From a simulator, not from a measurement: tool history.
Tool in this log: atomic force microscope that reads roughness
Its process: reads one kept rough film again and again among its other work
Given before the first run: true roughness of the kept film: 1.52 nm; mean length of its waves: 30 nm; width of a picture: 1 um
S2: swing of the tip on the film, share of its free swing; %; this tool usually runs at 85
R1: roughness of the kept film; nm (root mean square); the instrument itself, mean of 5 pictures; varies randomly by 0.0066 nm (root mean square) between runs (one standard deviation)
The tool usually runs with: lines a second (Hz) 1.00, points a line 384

{"run": 1, "day": 0.0, "lines a second (Hz)": 1.0, "S2": 85, "points a line": 384, "R1": 1.298}
{"run": 2, "day": 0.312, "lines a second (Hz)": 1.0, "S2": 85, "points a line": 384, "R1": 1.298}
{"run": 3, "day": 0.558, "lines a second (Hz)": 1.0, "S2": 85, "points a line": 384, "R1": 1.297}
{"run": 4, "day": 0.879, "lines a second (Hz)": 1.0, "S2": 85, "points a line": 835, "R1": 1.303}
{"run": 5, "day": 1.258, "lines a second (Hz)": 1.0, "S2": 85, "points a line": 835, "R1": 1.313}
{"run": 6, "day": 1.517, "lines a second (Hz)": 1.0, "S2": 85, "points a line": 835, "R1": 1.309}
{"run": 7, "day": 1.854, "lines a second (Hz)": 1.0, "S2": 85, "points a line": 835, "R1": 1.309}
{"day": 2.004, "done": "new tip fitted"}
{"run": 8, "day": 2.133, "lines a second (Hz)": 1.0, "S2": 85, "points a line": 835, "R1": 1.322}
{"run": 9, "day": 2.321, "lines a second (Hz)": 1.0, "S2": 85, "points a line": 835, "R1": 1.307}
{"run": 10, "day": 2.733, "lines a second (Hz)": 1.95, "S2": 74, "points a line": 983, "R1": 1.294}
{"run": 11, "day": 3.092, "lines a second (Hz)": 1.4, "S2": 79, "points a line": 269, "R1": 1.297}
{"run": 12, "day": 3.275, "lines a second (Hz)": 1.4, "S2": 79, "points a line": 269, "R1": 1.301}
{"run": 13, "day": 3.642, "lines a second (Hz)": 2.06, "S2": 89, "points a line": 298, "R1": 1.123}
{"run": 14, "day": 3.992, "lines a second (Hz)": 2.06, "S2": 89, "points a line": 298, "R1": 1.114}
{"run": 15, "day": 4.296, "lines a second (Hz)": 1.0, "S2": 70, "points a line": 503, "R1": 1.381}
{"run": 16, "day": 4.612, "lines a second (Hz)": 2.51, "S2": 76, "points a line": 356, "R1": 1.229}
{"run": 17, "day": 4.896, "lines a second (Hz)": 1.35, "S2": 85, "points a line": 384, "R1": 1.251}
{"run": 18, "day": 5.25, "lines a second (Hz)": 1.35, "S2": 85, "points a line": 384, "R1": 1.245}

Subtracting, for every run, the result it would have given without the tool's unlogged condition from the measured result gives the following. The same run-to-run variation enters both numbers; the gauge's scatter may not:
Unlogged tool condition in this case: radius of the tip, nm; height scale over the true one, %; drift of the gauge itself on roughness_nm, %.
run=1 R1=-0.005
run=2 R1=-0.005
run=3 R1=-0.006
run=4 R1=-0.006
run=5 R1=-0.007
run=6 R1=-0.007
run=7 R1=-0.008
run=8 R1=+0.000
run=9 R1=-0.001
run=10 R1=-0.001
run=11 R1=-0.001
run=12 R1=-0.002
run=13 R1=-0.002
run=14 R1=-0.003
run=15 R1=-0.004
run=16 R1=-0.004
run=17 R1=-0.005
run=18 R1=-0.004
